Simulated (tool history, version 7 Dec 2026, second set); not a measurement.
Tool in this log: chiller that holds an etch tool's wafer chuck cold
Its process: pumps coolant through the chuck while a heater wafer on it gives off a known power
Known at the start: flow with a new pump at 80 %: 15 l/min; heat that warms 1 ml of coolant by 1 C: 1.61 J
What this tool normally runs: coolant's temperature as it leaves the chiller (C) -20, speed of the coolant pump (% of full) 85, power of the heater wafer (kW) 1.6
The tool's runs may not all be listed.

run	hour	coolant's temperature as it leaves the chiller (C)	speed of the coolant pump (% of full)	power of the heater wafer (kW)	chuck's temperature once it has settled (C)	how much warmer the coolant comes back (C)
1	0	-20	85	1.6	-7.4	3.71
2	37.7	-20	85	1.258	-10.3	2.89
3	70	-20	85	1.258	-10.1	2.86
4	89.3	-20	85	1.258	-10.1	2.9
5	127.7	-20	85	1.258	-10.2	2.85
6	150.7	-20	85	1.258	-10	2.88
7	188.4	-20	85	1.258	-10.1	2.8
8	219.1	-30	70	0.869	-22.1	2.37
9	249.3	-21	69	0.817	-13.4	2.28
10	284.2	-21	69	0.817	-13.4	2.3
11	320.5	-21	69	0.817	-13.3	2.28
12	342.7	-11	95	1.493	-0.3	2.98
13	369.2	-24	85	2.06	-8	4.65
14	405.6	-24	85	2.06	-7.8	4.63

5 options for the next run, each taken on its own from the tool as it stands now. Forecast them:
A	425.4	-16	95	2.06	?	?
B	425.4	-24	64	2.06	?	?
C	425.4	-19	87	1.6	?	?
D	425.4	-15	85	2.06	?	?
E	425.4	-21	85	1.156	?	?

run	chuck's temperature once it has settled (C)	how much warmer the coolant comes back (C)
A	-1.1	4.02
B	-3.7	6.49
C	-6.7	3.47
D	1.5	4.66
E	-12	2.56
What these runs would have given with no unlogged condition in the tool:
run	chuck's temperature once it has settled (C)	how much warmer the coolant comes back (C)
A	-1.1	4.16
B	-3.7	6.63
C	-6.7	3.61
D	1.5	4.8
E	-12	2.7
